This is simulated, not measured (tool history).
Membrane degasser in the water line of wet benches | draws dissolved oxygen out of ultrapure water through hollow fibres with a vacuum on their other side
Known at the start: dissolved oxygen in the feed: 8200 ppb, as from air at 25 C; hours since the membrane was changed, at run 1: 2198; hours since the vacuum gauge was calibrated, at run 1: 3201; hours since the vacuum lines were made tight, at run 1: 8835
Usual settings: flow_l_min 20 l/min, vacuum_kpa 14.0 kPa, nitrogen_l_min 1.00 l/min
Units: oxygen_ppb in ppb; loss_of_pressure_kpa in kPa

| run | hour | flow_l_min | vacuum_kpa | nitrogen_l_min | hours since the membrane was changed | hours since the vacuum gauge was calibrated | hours since the vacuum lines were made tight | oxygen_ppb | loss_of_pressure_kpa |
|---|---|---|---|---|---|---|---|---|---|
| 1 | 0.0 | 20 | 14.0 | 1.00 | 2198 | 3201 | 8835 | 533.0 | 66.41 |
| 2 | 41.0 | 20 | 14.0 | 1.00 | 2239 | 3242 | 8876 | 534.0 | 65.78 |
| 3 | 126.6 | 20 | 14.0 | 2.29 | 2324 | 3327 | 8962 | 288.5 | 66.44 |
| 4 | 176.1 | 20 | 14.0 | 2.29 | 2374 | 3377 | 9011 | 287.8 | 66.22 |
| 5 | 225.8 | 20 | 14.0 | 2.29 | 2424 | 3427 | 9061 | 289.8 | 66.15 |
| 6 | 273.4 | 20 | 14.0 | 2.29 | 2471 | 3474 | 9108 | 292.3 | 66.37 |
| 7 | 351.2 | 20 | 14.0 | 2.29 | 2549 | 3552 | 9186 | 289.8 | 66.81 |
| 8 | 435.0 | 20 | 14.0 | 2.29 | 2633 | 3636 | 9270 | 290.2 | 66.49 |
| 9 | 504.4 | 20 | 16.5 | 2.29 | 2702 | 3705 | 9340 | 341.1 | 65.65 |
|  | 511.6 | vacuum gauge calibrated |
| 10 | 569.0 | 12 | 16.5 | 2.29 | 2766 | 57 | 9404 | 191.9 | 39.68 |
| 11 | 622.3 | 13 | 14.0 | 1.00 | 2820 | 111 | 9457 | 349.1 | 43.07 |
| 12 | 708.0 | 20 | 14.0 | 1.00 | 2905 | 196 | 9543 | 533.6 | 66.23 |
| 13 | 754.1 | 20 | 14.0 | 1.00 | 2951 | 243 | 9589 | 533.8 | 66.12 |
| 14 | 831.3 | 20 | 14.0 | 1.00 | 3029 | 320 | 9666 | 535.4 | 65.97 |
| 15 | 890.4 | 20 | 14.0 | 1.00 | 3088 | 379 | 9725 | 541.6 | 66.20 |
|  | 925.5 | vacuum gauge calibrated, once more |
| 16 | 968.7 | 20 | 14.0 | 1.00 | 3165 | 43 | 9803 | 526.1 | 65.89 |
| 17 | 1031.1 | 20 | 14.0 | 0.78 | 3228 | 106 | 9865 | 629.4 | 66.26 |
| 18 | 1085.6 | 15 | 18.5 | 0.78 | 3282 | 160 | 9920 | 664.8 | 49.56 |
| 19 | 1167.9 | 16 | 17.1 | 0.40 | 3365 | 242 | 10002 | 1041.8 | 52.59 |
| 20 | 1214.0 | 16 | 17.1 | 0.40 | 3411 | 289 | 10048 | 1035.0 | 53.01 |
| 21 | 1260.5 | 13 | 25.4 | 0.63 | 3457 | 335 | 10095 | 974.8 | 42.73 |
|  | 1269.2 | seals of the vacuum lines changed |
| 22 | 1312.2 | 21 | 31.1 | 1.54 | 3507 | 385 | 43 | 863.2 | 69.42 |
| 23 | 1379.1 | 14 | 11.7 | 0.45 | 3574 | 452 | 110 | 542.4 | 46.44 |
| 24 | 1437.3 | 15 | 15.0 | 0.94 | 3632 | 510 | 168 | 433.8 | 49.61 |
| 25 | 1496.1 | 14 | 23.6 | 1.00 | 3691 | 569 | 227 | 633.8 | 46.89 |
| 26 | 1569.9 | 14 | 26.4 | 1.00 | 3765 | 642 | 301 | 710.3 | 46.24 |
| 27 | 1658.4 | 23 | 30.3 | 1.13 | 3853 | 731 | 389 | 1150.5 | 76.27 |
| 28 | 1741.6 | 13 | 14.0 | 1.19 | 3936 | 814 | 472 | 286.6 | 43.15 |
| 29 | 1800.4 | 13 | 14.0 | 1.19 | 3995 | 873 | 531 | 287.9 | 43.39 |
| 30 | 1868.2 | 13 | 14.0 | 1.19 | 4063 | 941 | 599 | 287.6 | 43.26 |
| 31 | 1918.5 | 15 | 24.2 | 1.55 | 4113 | 991 | 649 | 484.3 | 49.78 |

How the hidden state differs across the entries between the runs, from the last listed run before each to the first after it:
Between runs 9 and 10: vacuum gauge calibrated (hour 511.6)
  membrane still open, %: 99.1 -> 99; true pressure behind the membrane over the reading, kPa: 0.16 -> 0.2; air that leaks in behind the membrane, l/min: 0.0325 -> 0.0328
  measured less the result without the state, oxygen_ppb: +16.1 -> +15.2 ppb; loss_of_pressure_kpa: +0.62 -> +0.38 kPa
Between runs 15 and 16: vacuum gauge calibrated, once more (hour 925.5)
  true pressure behind the membrane over the reading, kPa: 0.22 -> 0.02; air that leaks in behind the membrane, l/min: 0.0338 -> 0.0341
  measured less the result without the state, oxygen_ppb: +23.8 -> +15.8 ppb; loss_of_pressure_kpa: +0.71 -> +0.73 kPa
Between runs 21 and 22: seals of the vacuum lines changed (hour 1269.2)
  air that leaks in behind the membrane, l/min: 0.0351 -> 0.0033
  measured less the result without the state, oxygen_ppb: +40.5 -> +5.5 ppb; loss_of_pressure_kpa: +0.52 -> +0.86 kPa

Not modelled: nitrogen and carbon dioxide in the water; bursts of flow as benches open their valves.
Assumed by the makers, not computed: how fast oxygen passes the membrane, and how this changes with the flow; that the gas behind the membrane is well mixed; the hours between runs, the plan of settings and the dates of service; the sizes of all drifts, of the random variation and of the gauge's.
